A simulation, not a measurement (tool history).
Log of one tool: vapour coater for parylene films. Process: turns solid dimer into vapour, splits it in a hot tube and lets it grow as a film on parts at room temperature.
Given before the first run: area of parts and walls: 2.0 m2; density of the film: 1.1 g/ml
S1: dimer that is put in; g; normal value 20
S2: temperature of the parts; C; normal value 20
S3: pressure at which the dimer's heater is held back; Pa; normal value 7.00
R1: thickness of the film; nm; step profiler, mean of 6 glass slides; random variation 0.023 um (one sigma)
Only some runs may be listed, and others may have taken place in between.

run,day,S1,S2,S3,R1
1,0.000,20,20,7.00,6120
2,1.162,20,20,8.11,6090
3,1.762,20,20,8.11,6090
4,2.338,20,32,7.00,3710
5,3.033,21,20,7.00,6500
6,3.675,11,20,7.00,3370
7,4.838,11,20,7.00,3370
8,5.896,10,20,7.00,3070
9,6.700,10,27,7.78,2250
10,7.704,25,21,7.83,7270
11,8.800,20,18,6.84,6690
12,9.442,20,18,6.84,6690
13,10.558,20,18,6.84,6660
14,11.804,11,20,7.07,3370
15,12.388,16,16,3.56,6190

What if the next run were any one of these 5? Each begins from the tool's condition after run 15:
A,13.650,15,31,3.36,?
B,13.650,20,24,7.00,?
C,13.650,22,17,2.89,?
D,13.650,11,20,2.38,?
E,13.650,11,29,4.00,?

run,R1
A,3090
B,5170
C,8270
D,3730
E,2430
Without the tool's hidden state the same runs would have given:
run,R1
A,3140
B,5240
C,8390
D,3780
E,2460

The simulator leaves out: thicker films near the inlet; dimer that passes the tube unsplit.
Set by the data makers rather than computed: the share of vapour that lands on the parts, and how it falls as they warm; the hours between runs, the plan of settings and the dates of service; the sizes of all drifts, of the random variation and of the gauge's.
